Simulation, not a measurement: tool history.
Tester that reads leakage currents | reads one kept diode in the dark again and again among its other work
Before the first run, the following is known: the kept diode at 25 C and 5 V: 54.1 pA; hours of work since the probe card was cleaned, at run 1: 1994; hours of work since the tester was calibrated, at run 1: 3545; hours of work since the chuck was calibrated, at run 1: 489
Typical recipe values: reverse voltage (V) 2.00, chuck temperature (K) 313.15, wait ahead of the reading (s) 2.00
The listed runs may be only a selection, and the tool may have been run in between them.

run    hour  reverse voltage (V)  chuck temperature (K)  wait ahead of the reading (s)  hours of work since the probe card was cleaned  hours of work since the tester was calibrated  hours of work since the chuck was calibrated  current that the tester gives (pA)
  1     0.0                 2.00                 313.15                           2.00                                            1994                                           3545                                           489                              139.86
  2   123.5                 2.00                 313.15                           2.00                                            2076                                           3626                                           571                              140.57
  3   242.1                 6.44                 313.15                           2.00                                            2154                                           3704                                           649                              231.50
  4   355.8                 2.00                 294.15                           2.00                                            2229                                           3779                                           724                               30.66
  5   423.4                 2.00                 313.15                           2.00                                            2273                                           3824                                           768                              142.29
  6   525.9                10.58                 313.15                           2.00                                            2341                                           3891                                           836                              290.68
  7   633.0                10.58                 313.15                           2.00                                            2411                                           3962                                           906                              291.95
  8   726.1                10.58                 313.15                           2.00                                            2473                                           4023                                           968                              293.41
  9   791.8                10.58                 313.15                           2.00                                            2516                                           4067                                          1011                              294.59
 10   914.3                10.58                 313.15                           2.00                                            2597                                           4147                                          1092                              296.33
 11  1011.7                10.58                 313.15                           2.00                                            2661                                           4212                                          1156                              296.69
     1055.3  -- tester calibrated
 12  1080.5                 1.36                 313.15                           2.00                                            2705                                             17                                          1200                              123.21
 13  1176.4                 2.00                 313.15                           1.19                                            2768                                             80                                          1263                              144.74
     1283.1  -- probe card cleaned and baked
 14  1312.5                 2.00                 313.15                           1.19                                              19                                            168                                          1351                              147.84
     1342.8  -- chuck's temperature calibrated
 15  1429.8                 2.00                 313.15                           0.32                                              95                                            244                                            57                              140.67
 16  1559.1                 2.00                 313.15                           0.32                                             181                                            329                                           143                              142.70
     1692.0  -- probe card cleaned and baked, once more
 17  1699.3                 2.00                 313.15                           0.32                                               5                                            419                                           233                              136.55
 18  1766.2                 2.00                 295.15                           2.00                                              49                                            463                                           277                               29.22
 19  1838.3                 2.00                 295.15                           2.00                                              96                                            511                                           325                               29.26
 20  1969.9                 4.91                 311.15                           5.40                                             183                                            598                                           411                              166.07
 21  2059.8                 4.91                 311.15                           5.40                                             242                                            657                                           471                              168.43
 22  2129.6                 4.91                 311.15                           5.40                                             288                                            703                                           517                              168.16
 23  2257.5                 4.91                 311.15                           5.40                                             373                                            787                                           601                              168.90
 24  2346.8                 4.91                 311.15                           5.40                                             432                                            846                                           660                              169.73
 25  2409.8                 4.91                 311.15                           5.40                                             473                                            887                                           701                              170.79
 26  2491.6                 2.72                 322.15                           1.16                                             527                                            941                                           755                              316.55
 27  2554.9                14.53                 313.15                           1.06                                             569                                            983                                           797                              314.47
 28  2633.2                 4.70                 307.15                           9.10                                             620                                           1035                                           849                              121.94
 29  2704.3                 7.17                 312.15                           5.76                                             667                                           1082                                           895                              218.35
 30  2772.2                 7.17                 312.15                           5.76                                             712                                           1126                                           940                              219.47
 31  2871.4                 2.00                 324.15                           2.00                                             777                                           1192                                          1006                              331.07

Predict each of these 5 candidate next runs independently; none follows another, all start after run 31:
  A  2968.6                 6.78                 311.15                           7.40                                             841                                           1256                                          1070                                   ?
  B  2968.6                 2.00                 313.15                           2.83                                             841                                           1256                                          1070                                   ?
  C  2968.6                 2.00                 308.15                           2.00                                             841                                           1256                                          1070                                   ?
  D  2968.6                 4.76                 299.15                           2.00                                             841                                           1256                                          1070                                   ?
  E  2968.6                 2.00                 306.15                           2.00                                             841                                           1256                                          1070                                   ?

run  current that the tester gives (pA)
  A                              200.27
  B                              142.41
  C                               94.71
  D                               64.98
  E                               80.30
The same runs, with their run-to-run variation unchanged, on a tool lacking any hidden condition would have given:
run  current that the tester gives (pA)
  A                              185.95
  B                              134.08
  C                               88.63
  D                               58.49
  E                               74.90

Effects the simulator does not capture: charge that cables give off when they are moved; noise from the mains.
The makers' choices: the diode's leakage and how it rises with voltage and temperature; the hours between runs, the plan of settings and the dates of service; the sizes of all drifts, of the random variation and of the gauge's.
